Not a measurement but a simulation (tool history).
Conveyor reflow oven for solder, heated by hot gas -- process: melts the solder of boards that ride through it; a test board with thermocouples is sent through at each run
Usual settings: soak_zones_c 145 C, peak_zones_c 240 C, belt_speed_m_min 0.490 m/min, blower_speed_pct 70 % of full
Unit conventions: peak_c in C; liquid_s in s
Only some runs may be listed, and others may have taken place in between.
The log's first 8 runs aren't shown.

| run | hour | soak_zones_c | peak_zones_c | belt_speed_m_min | blower_speed_pct | hours of work since the flux was cleaned out | hours of work since the belt drive was overhauled | hours of work since the thermocouples were changed | peak_c | liquid_s |
|---|---|---|---|---|---|---|---|---|---|---|
| 9 | 141.5 | 145 | 240 | 0.517 | 78 | 74 | 400 | 454 | 219.9 | 65.7 |
| 10 | 154.5 | 145 | 240 | 0.517 | 78 | 84 | 410 | 464 | 220.6 | 65.7 |
| 11 | 180.3 | 145 | 240 | 0.517 | 78 | 104 | 431 | 484 | 220.4 | 65.4 |
| 12 | 203.2 | 145 | 240 | 0.517 | 78 | 122 | 449 | 502 | 220.0 | 65.3 |
| 13 | 215.6 | 145 | 240 | 0.517 | 78 | 132 | 458 | 512 | 219.7 | 65.1 |
| 14 | 236.2 | 145 | 240 | 0.490 | 70 | 148 | 474 | 528 | 218.8 | 68.3 |
| 15 | 260.4 | 145 | 240 | 0.490 | 70 | 167 | 494 | 547 | 219.5 | 68.5 |
| 16 | 284.4 | 145 | 240 | 0.490 | 70 | 186 | 512 | 566 | 219.0 | 68.5 |
| 17 | 301.4 | 145 | 240 | 0.490 | 70 | 200 | 526 | 580 | 218.4 | 68.0 |
| 18 | 312.0 | 145 | 245 | 0.419 | 70 | 208 | 534 | 588 | 228.2 | 88.7 |
| 19 | 324.5 | 145 | 245 | 0.419 | 70 | 218 | 544 | 598 | 227.8 | 88.1 |
| 20 | 343.0 | 144 | 245 | 0.419 | 76 | 232 | 558 | 612 | 229.4 | 88.9 |
| 21 | 362.5 | 144 | 233 | 0.417 | 76 | 248 | 574 | 628 | 219.1 | 81.2 |
| 22 | 383.7 | 144 | 252 | 0.490 | 53 | 264 | 590 | 644 | 222.0 | 69.1 |
|  | 409.6 | flux residue cleaned out of gas plates and filters |
| 23 | 409.6 | 144 | 252 | 0.490 | 53 | 0 | 607 | 661 | 222.5 | 69.9 |
| 24 | 432.3 | 145 | 245 | 0.488 | 65 | 18 | 625 | 678 | 222.4 | 70.9 |
| 25 | 450.5 | 135 | 248 | 0.518 | 89 | 32 | 639 | 693 | 227.8 | 67.2 |
| 26 | 462.5 | 154 | 232 | 0.518 | 54 | 42 | 648 | 702 | 207.2 | 56.0 |
| 27 | 473.4 | 154 | 232 | 0.518 | 54 | 50 | 657 | 711 | 206.9 | 56.2 |
| 28 | 493.7 | 156 | 232 | 0.565 | 54 | 66 | 673 | 727 | 205.0 | 48.2 |
| 29 | 512.6 | 156 | 232 | 0.565 | 54 | 81 | 688 | 742 | 204.4 | 48.4 |
| 30 | 534.6 | 131 | 234 | 0.490 | 62 | 98 | 705 | 759 | 208.3 | 51.5 |
|  | 544.4 | thermocouples of zones 6 and 7 changed |
| 31 | 561.9 | 140 | 234 | 0.490 | 64 | 118 | 725 | 14 | 212.9 | 60.2 |
| 32 | 573.1 | 154 | 240 | 0.514 | 70 | 127 | 734 | 23 | 220.7 | 71.1 |

Consider 3 possible next runs. They are alternatives, not a sequence: every one starts from the tool as it was left by run 32. What does each give?
| A | 589.6 | 154 | 240 | 0.514 | 57 | 140 | 747 | 36 | ? | ? |
| B | 589.6 | 153 | 240 | 0.446 | 70 | 140 | 747 | 36 | ? | ? |
| C | 589.6 | 156 | 230 | 0.584 | 70 | 140 | 747 | 36 | ? | ? |

| run | peak_c | liquid_s |
|---|---|---|
| A | 216.3 | 66.2 |
| B | 225.3 | 85.0 |
| C | 209.2 | 53.2 |
Without the tool's unlogged condition, the same runs would have read:
| run | peak_c | liquid_s |
|---|---|---|
| A | 216.5 | 65.8 |
| B | 225.5 | 84.3 |
| C | 209.5 | 53.1 |
